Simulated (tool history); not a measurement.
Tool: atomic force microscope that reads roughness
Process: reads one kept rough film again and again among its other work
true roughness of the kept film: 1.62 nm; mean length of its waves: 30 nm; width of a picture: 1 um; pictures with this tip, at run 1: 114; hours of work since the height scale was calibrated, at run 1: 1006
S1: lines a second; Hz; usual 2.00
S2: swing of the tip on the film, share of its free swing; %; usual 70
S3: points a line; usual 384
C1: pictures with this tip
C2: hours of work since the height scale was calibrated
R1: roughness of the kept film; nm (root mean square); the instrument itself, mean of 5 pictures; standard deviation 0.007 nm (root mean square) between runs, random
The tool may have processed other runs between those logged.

run    hour    S1  S2   S3   C1    C2     R1
  1     0.0  2.00  70  384  114  1006  1.350
       24.7  -- new tip fitted
  2    56.8  2.00  81  384   72  1049  1.298
       98.6  -- new tip fitted
  3   113.2  2.00  70  384   32  1091  1.421
      169.8  -- new tip fitted
  4   173.3  2.00  70  384    7  1137  1.437
  5   212.1  1.24  70  384   94  1166  1.426
      241.9  -- new tip fitted
  6   243.5  2.00  70  971    3  1190  1.458
  7   299.5  2.00  70  971  128  1232  1.345
      315.5  -- new tip fitted
  8   331.0  2.00  69  971   34  1256  1.432
      387.9  -- new tip fitted
  9   397.1  2.00  70  384   21  1306  1.433
 10   453.5  2.00  70  384  147  1349  1.326
      463.5  -- new tip fitted
 11   519.6  2.00  80  384  125  1399  1.274
      537.8  -- new tip fitted
 12   584.6  2.00  80  384  104  1448  1.296
      612.1  -- new tip fitted
 13   629.8  2.09  80  384   39  1482  1.319
      685.4  -- new tip fitted
 14   698.1  2.09  72  384   29  1534  1.410
 15   733.8  1.56  72  384  108  1561  1.366
      758.9  -- new tip fitted
 16   769.9  1.56  72  384   25  1588  1.448
 17   819.1  2.00  70  382  135  1625  1.346
      833.1  -- new tip fitted
 18   862.9  2.00  70  382   66  1658  1.395
      908.7  -- new tip fitted
 19   928.0  2.00  65  478   44  1707  1.444
      979.2  -- new tip fitted
 20   979.2  0.72  66  583    0  1746  1.551
 21  1031.2  0.92  76  374  116  1786  1.401
     1050.0  -- new tip fitted
 22  1092.2  3.77  56  384   94  1832  1.407
     1122.2  -- new tip fitted
 23  1150.2  3.77  56  384   62  1875  1.432
 24  1186.9  1.12  84  363  144  1903  1.321
     1193.4  -- new tip fitted
 25  1223.1  1.12  84  363   66  1931  1.371
     1267.6  -- new tip fitted
 26  1275.0  1.52  80  565   17  1970  1.408
 27  1315.1  1.23  80  361  107  2000  1.350
     1340.6  -- new tip fitted
 28  1360.1  0.79  65  384   44  2034  1.509
     1415.7  -- new tip fitted
 29  1429.2  0.79  65  384   30  2086  1.523
     1490.2  -- new tip fitted
 30  1491.6  1.39  70  384    3  2133  1.496
 31  1555.4  2.56  70  265  146  2182  1.298
     1562.2  -- new tip fitted
 32  1593.8  1.51  58  384   70  2211  1.487
     1637.8  -- new tip fitted
 33  1643.8  1.51  58  655   14  2248  1.533
 34  1684.6  1.51  58  655  105  2280  1.445
     1709.2  -- new tip fitted
 35  1725.7  1.51  58  655   37  2310  1.515
 36  1765.3  1.24  79  284  125  2341  1.357

Predict each of these 5 candidate next runs independently; none follows another, all start after run 36:
     1780.3  -- new tip fitted
  A  1828.2  2.26  83  649  106  2388   ?
     1780.3  -- new tip fitted
  B  1828.2  1.24  79  258  106  2388   ?
     1780.3  -- new tip fitted
  C  1828.2  1.24  79  265  106  2388   ?
     1780.3  -- new tip fitted
  D  1828.2  1.47  89  384  106  2388   ?
     1780.3  -- new tip fitted
  E  1828.2  2.32  79  333  106  2388   ?

run     R1
  A  1.272
  B  1.362
  C  1.367
  D  1.278
  E  1.286
Without the tool's unlogged condition, the same runs would have read:
run     R1
  A  1.317
  B  1.410
  C  1.415
  D  1.324
  E  1.331
